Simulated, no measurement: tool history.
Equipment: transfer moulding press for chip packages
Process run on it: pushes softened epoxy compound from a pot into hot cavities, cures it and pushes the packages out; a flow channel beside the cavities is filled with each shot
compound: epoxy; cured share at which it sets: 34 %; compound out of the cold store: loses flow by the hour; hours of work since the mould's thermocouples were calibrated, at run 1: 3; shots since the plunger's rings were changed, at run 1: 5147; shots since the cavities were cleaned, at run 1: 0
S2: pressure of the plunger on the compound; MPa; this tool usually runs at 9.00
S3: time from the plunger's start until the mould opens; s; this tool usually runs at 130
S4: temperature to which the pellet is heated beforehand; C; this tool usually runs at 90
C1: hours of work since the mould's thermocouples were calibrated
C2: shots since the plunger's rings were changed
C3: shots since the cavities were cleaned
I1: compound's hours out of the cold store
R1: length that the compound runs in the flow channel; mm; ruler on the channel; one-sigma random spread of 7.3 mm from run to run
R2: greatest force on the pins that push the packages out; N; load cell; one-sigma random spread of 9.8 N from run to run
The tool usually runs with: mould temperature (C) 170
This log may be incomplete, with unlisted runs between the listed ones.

run 1 day=0.000 | mould_temperature_(C)=170 S2=9.00 S3=130 S4=90 | C1=3 C2=5147 C3=0 | I1=17.0 | R1=786 R2=455
run 2 day=1.083 | mould_temperature_(C)=170 S2=9.00 S3=130 S4=90 | C1=20 C2=5372 C3=225 | I1=18.4 | R1=764 R2=572
run 3 day=2.096 | mould_temperature_(C)=170 S2=9.00 S3=130 S4=90 | C1=36 C2=5583 C3=436 | I1=23.5 | R1=750 R2=690
run 4 day=3.029 | mould_temperature_(C)=170 S2=9.00 S3=130 S4=90 | C1=50 C2=5777 C3=630 | I1=33.1 | R1=712 R2=773
run 5 day=4.262 | mould_temperature_(C)=170 S2=9.00 S3=130 S4=90 | C1=69 C2=6034 C3=887 | I1=28.7 | R1=725 R2=788
-- day=4.833 cavities cleaned with cleaning compound and waxed
run 6 day=5.083 | mould_temperature_(C)=170 S2=9.00 S3=137 S4=90 | C1=81 C2=6191 C3=51 | I1=23.6 | R1=734 R2=475
run 7 day=6.129 | mould_temperature_(C)=170 S2=9.00 S3=111 S4=90 | C1=97 C2=6409 C3=269 | I1=32.1 | R1=714 R2=672
-- day=6.383 plunger's sealing rings changed
run 8 day=7.429 | mould_temperature_(C)=170 S2=9.00 S3=130 S4=99 | C1=116 C2=217 C3=518 | I1=15.0 | R1=849 R2=710
run 9 day=8.796 | mould_temperature_(C)=170 S2=8.06 S3=130 S4=90 | C1=137 C2=501 C3=802 | I1=10.3 | R1=825 R2=809
run 10 day=9.438 | mould_temperature_(C)=173 S2=9.00 S3=130 S4=90 | C1=147 C2=635 C3=936 | I1=43.4 | R1=767 R2=815
-- day=9.775 cavities cleaned with cleaning compound and waxed
run 11 day=10.304 | mould_temperature_(C)=173 S2=9.00 S3=130 S4=90 | C1=159 C2=802 C3=110 | I1=36.2 | R1=786 R2=499
run 12 day=11.138 | mould_temperature_(C)=170 S2=9.11 S3=130 S4=90 | C1=172 C2=976 C3=284 | I1=41.1 | R1=798 R2=617
run 13 day=12.196 | mould_temperature_(C)=170 S2=9.11 S3=130 S4=90 | C1=188 C2=1196 C3=504 | I1=11.4 | R1=850 R2=709
run 14 day=13.129 | mould_temperature_(C)=170 S2=9.11 S3=130 S4=90 | C1=203 C2=1390 C3=698 | I1=13.9 | R1=844 R2=773
run 15 day=13.867 | mould_temperature_(C)=170 S2=9.11 S3=130 S4=90 | C1=214 C2=1543 C3=851 | I1=21.0 | R1=823 R2=812
-- day=14.550 cavities cleaned with cleaning compound and waxed
run 16 day=14.571 | mould_temperature_(C)=177 S2=9.00 S3=130 S4=100 | C1=224 C2=1677 C3=4 | I1=27.0 | R1=766 R2=441
run 17 day=15.292 | mould_temperature_(C)=170 S2=9.19 S3=130 S4=97 | C1=235 C2=1827 C3=154 | I1=46.8 | R1=763 R2=528
run 18 day=16.029 | mould_temperature_(C)=163 S2=9.19 S3=130 S4=96 | C1=247 C2=1981 C3=308 | I1=11.9 | R1=883 R2=754
run 19 day=17.204 | mould_temperature_(C)=170 S2=10.24 S3=157 S4=90 | C1=265 C2=2225 C3=552 | I1=34.4 | R1=827 R2=686
run 20 day=17.825 | mould_temperature_(C)=170 S2=10.24 S3=157 S4=90 | C1=275 C2=2355 C3=682 | I1=46.9 | R1=785 R2=725
run 21 day=18.746 | mould_temperature_(C)=174 S2=9.08 S3=157 S4=91 | C1=289 C2=2546 C3=873 | I1=26.1 | R1=777 R2=747
-- day=19.312 cavities cleaned with cleaning compound and waxed
run 22 day=19.792 | mould_temperature_(C)=170 S2=10.58 S3=130 S4=84 | C1=304 C2=2751 C3=100 | I1=14.2 | R1=885 R2=528
run 23 day=20.371 | mould_temperature_(C)=170 S2=9.00 S3=130 S4=92 | C1=313 C2=2871 C3=220 | I1=45.9 | R1=737 R2=583
run 24 day=21.442 | mould_temperature_(C)=170 S2=7.53 S3=127 S4=92 | C1=330 C2=3094 C3=443 | I1=20.9 | R1=716 R2=683
run 25 day=22.004 | mould_temperature_(C)=170 S2=9.35 S3=111 S4=86 | C1=338 C2=3211 C3=560 | I1=31.2 | R1=791 R2=778
run 26 day=23.062 | mould_temperature_(C)=170 S2=6.89 S3=152 S4=90 | C1=355 C2=3431 C3=780 | I1=33.2 | R1=660 R2=751
run 27 day=23.662 | mould_temperature_(C)=170 S2=6.89 S3=152 S4=90 | C1=364 C2=3556 C3=905 | I1=34.6 | R1=645 R2=813
-- day=24.075 cavities cleaned with cleaning compound and waxed
run 28 day=24.942 | mould_temperature_(C)=165 S2=10.37 S3=152 S4=90 | C1=383 C2=3809 C3=180 | I1=29.8 | R1=832 R2=544

Below are 4 alternative next runs, each starting from the tool's condition after run 28. Predict each:
run A day=25.796 | mould_temperature_(C)=171 S2=8.32 S3=130 S4=88 | C1=396 C2=3987 C3=358 | I1=44.6 | R1=? R2=?
run B day=25.796 | mould_temperature_(C)=170 S2=9.00 S3=165 S4=90 | C1=396 C2=3987 C3=358 | I1=28.4 | R1=? R2=?
run C day=25.796 | mould_temperature_(C)=167 S2=9.00 S3=130 S4=96 | C1=396 C2=3987 C3=358 | I1=40.8 | R1=? R2=?
run D day=25.796 | mould_temperature_(C)=173 S2=9.00 S3=130 S4=94 | C1=396 C2=3987 C3=358 | I1=25.9 | R1=? R2=?

run=A R1=692 R2=631
run=B R1=775 R2=624
run=C R1=747 R2=658
run=D R1=760 R2=625
Without the tool's hidden state the same runs would have given:
run=A R1=750 R2=450
run=B R1=840 R2=441
run=C R1=809 R2=474
run=D R1=823 R2=445

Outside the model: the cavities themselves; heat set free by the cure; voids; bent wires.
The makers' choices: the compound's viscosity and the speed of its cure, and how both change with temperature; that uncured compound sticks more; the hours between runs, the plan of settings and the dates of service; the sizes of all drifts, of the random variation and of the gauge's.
